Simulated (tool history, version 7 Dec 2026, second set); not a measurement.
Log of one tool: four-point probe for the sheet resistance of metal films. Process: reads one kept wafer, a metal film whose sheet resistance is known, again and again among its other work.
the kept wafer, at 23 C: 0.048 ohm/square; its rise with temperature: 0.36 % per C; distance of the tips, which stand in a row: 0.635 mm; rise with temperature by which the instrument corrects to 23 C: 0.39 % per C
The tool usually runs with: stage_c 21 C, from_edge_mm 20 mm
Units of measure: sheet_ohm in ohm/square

run,hour,stage_c,from_edge_mm,sheet_ohm
1,0.0,21,20,0.047930
2,72.3,21,20,0.047952
3,162.8,21,20,0.047966
4,291.0,21,20,0.047979
5,363.5,21,20,0.048003
6,446.5,21,20,0.048003
# hour 458.0: stage's thermometer calibrated
7,511.9,21,20,0.048073
8,599.4,23,20,0.048028
9,726.4,23,20,0.048049
# hour 755.7: stage's thermometer calibrated, once more
10,840.8,23,56,0.047924
11,957.3,31,5,0.048216
12,1015.9,24,4,0.048578
13,1114.5,24,4,0.048596
14,1181.1,24,26,0.047971
# hour 1226.3: new probe head fitted
15,1260.3,35,5,0.048339

4 options for the next run, each taken on its own from the tool as it stands now. Forecast them:
A,1334.0,26,20,?
B,1334.0,35,15,?
C,1334.0,35,12,?
D,1334.0,33,42,?

run,sheet_ohm
A,0.048114
B,0.047989
C,0.048018
D,0.047981
Without the tool's hidden state the same runs would have given:
run,sheet_ohm
A,0.047981
B,0.047856
C,0.047885
D,0.047848

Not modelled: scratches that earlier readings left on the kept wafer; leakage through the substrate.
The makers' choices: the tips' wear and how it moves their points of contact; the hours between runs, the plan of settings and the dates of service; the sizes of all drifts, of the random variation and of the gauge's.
